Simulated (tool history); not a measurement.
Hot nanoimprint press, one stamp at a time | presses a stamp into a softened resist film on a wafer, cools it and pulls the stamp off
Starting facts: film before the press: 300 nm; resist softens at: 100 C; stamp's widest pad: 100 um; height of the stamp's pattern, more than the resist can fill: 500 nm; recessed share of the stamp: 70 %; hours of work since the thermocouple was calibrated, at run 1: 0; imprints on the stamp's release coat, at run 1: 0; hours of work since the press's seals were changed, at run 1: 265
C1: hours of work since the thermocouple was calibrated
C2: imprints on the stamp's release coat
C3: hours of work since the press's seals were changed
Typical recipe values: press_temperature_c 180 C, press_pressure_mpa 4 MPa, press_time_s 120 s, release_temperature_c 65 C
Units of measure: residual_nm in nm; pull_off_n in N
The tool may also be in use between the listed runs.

run 1 hour=0 | press_temperature_c=180 press_pressure_mpa=4 press_time_s=120 release_temperature_c=65 | C1=0 C2=0 C3=265 | residual_nm=156.5 pull_off_n=167
run 2 hour=32.8 | press_temperature_c=180 press_pressure_mpa=4 press_time_s=90 release_temperature_c=65 | C1=15 C2=52 C3=279 | residual_nm=171.1 pull_off_n=167
run 3 hour=63.2 | press_temperature_c=180 press_pressure_mpa=4 press_time_s=120 release_temperature_c=55 | C1=28 C2=99 C3=293 | residual_nm=158.5 pull_off_n=204
run 4 hour=82.7 | press_temperature_c=180 press_pressure_mpa=4 press_time_s=120 release_temperature_c=55 | C1=37 C2=130 C3=301 | residual_nm=157.5 pull_off_n=214
run 5 hour=117.4 | press_temperature_c=180 press_pressure_mpa=4 press_time_s=120 release_temperature_c=55 | C1=52 C2=184 C3=317 | residual_nm=157.8 pull_off_n=213
run 6 hour=140.3 | press_temperature_c=180 press_pressure_mpa=4 press_time_s=120 release_temperature_c=55 | C1=63 C2=220 C3=327 | residual_nm=160.2 pull_off_n=219
run 7 hour=157.8 | press_temperature_c=180 press_pressure_mpa=4 press_time_s=120 release_temperature_c=55 | C1=70 C2=247 C3=335 | residual_nm=158.7 pull_off_n=222
run 8 hour=190 | press_temperature_c=180 press_pressure_mpa=4 press_time_s=120 release_temperature_c=65 | C1=85 C2=298 C3=349 | residual_nm=159.4 pull_off_n=179
run 9 hour=208.6 | press_temperature_c=180 press_pressure_mpa=4 press_time_s=120 release_temperature_c=65 | C1=93 C2=327 C3=358 | residual_nm=157.8 pull_off_n=186
run 10 hour=236.4 | press_temperature_c=180 press_pressure_mpa=4 press_time_s=120 release_temperature_c=65 | C1=105 C2=370 C3=370 | residual_nm=160.2 pull_off_n=179
run 11 hour=268.1 | press_temperature_c=192 press_pressure_mpa=4 press_time_s=120 release_temperature_c=65 | C1=120 C2=420 C3=384 | residual_nm=115.4 pull_off_n=188
run 12 hour=304.1 | press_temperature_c=192 press_pressure_mpa=4 press_time_s=120 release_temperature_c=65 | C1=136 C2=477 C3=400 | residual_nm=114.6 pull_off_n=188
run 13 hour=328.6 | press_temperature_c=180 press_pressure_mpa=4 press_time_s=120 release_temperature_c=72 | C1=147 C2=515 C3=411 | residual_nm=161 pull_off_n=160
run 14 hour=360.2 | press_temperature_c=180 press_pressure_mpa=4 press_time_s=120 release_temperature_c=65 | C1=161 C2=564 C3=425 | residual_nm=162.3 pull_off_n=188
run 15 hour=379.6 | press_temperature_c=180 press_pressure_mpa=4 press_time_s=120 release_temperature_c=72 | C1=169 C2=595 C3=434 | residual_nm=161.8 pull_off_n=168
run 16 hour=413.4 | press_temperature_c=170 press_pressure_mpa=4 press_time_s=157 release_temperature_c=73 | C1=184 C2=648 C3=449 | residual_nm=194.8 pull_off_n=164
run 17 hour=449.4 | press_temperature_c=170 press_pressure_mpa=4 press_time_s=157 release_temperature_c=73 | C1=200 C2=704 C3=465 | residual_nm=194.6 pull_off_n=167
run 18 hour=482.9 | press_temperature_c=170 press_pressure_mpa=4 press_time_s=97 release_temperature_c=73 | C1=215 C2=757 C3=480 | residual_nm=221.7 pull_off_n=162
run 19 hour=500.8 | press_temperature_c=170 press_pressure_mpa=4 press_time_s=97 release_temperature_c=73 | C1=223 C2=785 C3=488 | residual_nm=220.9 pull_off_n=166
run 20 hour=531.5 | press_temperature_c=189 press_pressure_mpa=4 press_time_s=120 release_temperature_c=65 | C1=237 C2=833 C3=502 | residual_nm=126.6 pull_off_n=207
run 21 hour=561.1 | press_temperature_c=189 press_pressure_mpa=4 press_time_s=120 release_temperature_c=65 | C1=250 C2=879 C3=515 | residual_nm=126.5 pull_off_n=202
run 22 hour=587 | press_temperature_c=180 press_pressure_mpa=2.94 press_time_s=120 release_temperature_c=65 | C1=262 C2=920 C3=526 | residual_nm=188.5 pull_off_n=207
run 23 hour=603.1 | press_temperature_c=188 press_pressure_mpa=4 press_time_s=120 release_temperature_c=68 | C1=269 C2=945 C3=534 | residual_nm=130.9 pull_off_n=194
run 24 hour=634.5 | press_temperature_c=188 press_pressure_mpa=4 press_time_s=120 release_temperature_c=68 | C1=283 C2=994 C3=548 | residual_nm=132.8 pull_off_n=189
run 25 hour=664.4 | press_temperature_c=180 press_pressure_mpa=5.68 press_time_s=103 release_temperature_c=54 | C1=296 C2=1041 C3=561 | residual_nm=146.3 pull_off_n=261
-- hour=692 plate thermocouple calibrated
run 26 hour=692.9 | press_temperature_c=180 press_pressure_mpa=5.68 press_time_s=103 release_temperature_c=54 | C1=0 C2=1081 C3=572 | residual_nm=141.2 pull_off_n=252
run 27 hour=725.3 | press_temperature_c=180 press_pressure_mpa=5.68 press_time_s=103 release_temperature_c=54 | C1=15 C2=1132 C3=587 | residual_nm=138.4 pull_off_n=256
run 28 hour=746.9 | press_temperature_c=180 press_pressure_mpa=4 press_time_s=74 release_temperature_c=65 | C1=24 C2=1165 C3=596 | residual_nm=183.3 pull_off_n=205
run 29 hour=761.7 | press_temperature_c=180 press_pressure_mpa=4.37 press_time_s=134 release_temperature_c=70 | C1=31 C2=1189 C3=603 | residual_nm=147.7 pull_off_n=189
run 30 hour=785 | press_temperature_c=180 press_pressure_mpa=6.28 press_time_s=83 release_temperature_c=70 | C1=42 C2=1225 C3=613 | residual_nm=145.4 pull_off_n=195

For each run, the measured value with the value that run would have given without the tool's hidden condition subtracted. The run-to-run variation is shared by both, the gauge scatter possibly not:
What the log doesn't record here: true temperature over the reading, C; pressure that arrives at the usual setting, %; grip of the stamp's worn release coat, % over a new coat's; drift of the gauge itself on residual_nm, %; drift of the gauge itself on pull_off_n, %.
run=1 residual_nm=+1.6 pull_off_n=+0
run=2 residual_nm=+2.1 pull_off_n=+3
run=3 residual_nm=+2.4 pull_off_n=+5
run=4 residual_nm=+2.6 pull_off_n=+7
run=5 residual_nm=+2.9 pull_off_n=+8
run=6 residual_nm=+3.2 pull_off_n=+11
run=7 residual_nm=+3.3 pull_off_n=+11
run=8 residual_nm=+3.7 pull_off_n=+11
run=9 residual_nm=+3.8 pull_off_n=+13
run=10 residual_nm=+4.1 pull_off_n=+14
run=11 residual_nm=+3.3 pull_off_n=+16
run=12 residual_nm=+3.5 pull_off_n=+18
run=13 residual_nm=+5 pull_off_n=+17
run=14 residual_nm=+5.3 pull_off_n=+21
run=15 residual_nm=+5.6 pull_off_n=+20
run=16 residual_nm=+6.6 pull_off_n=+21
run=17 residual_nm=+7 pull_off_n=+23
run=18 residual_nm=+7 pull_off_n=+24
run=19 residual_nm=+7.2 pull_off_n=+26
run=20 residual_nm=+5.7 pull_off_n=+33
run=21 residual_nm=+5.9 pull_off_n=+34
run=22 residual_nm=+7.4 pull_off_n=+35
run=23 residual_nm=+6.5 pull_off_n=+34
run=24 residual_nm=+6.8 pull_off_n=+35
run=25 residual_nm=+8.9 pull_off_n=+48
run=26 residual_nm=+3.2 pull_off_n=+44
run=27 residual_nm=+3.5 pull_off_n=+46
run=28 residual_nm=+3.2 pull_off_n=+38
run=29 residual_nm=+3.4 pull_off_n=+36
run=30 residual_nm=+4.6 pull_off_n=+38
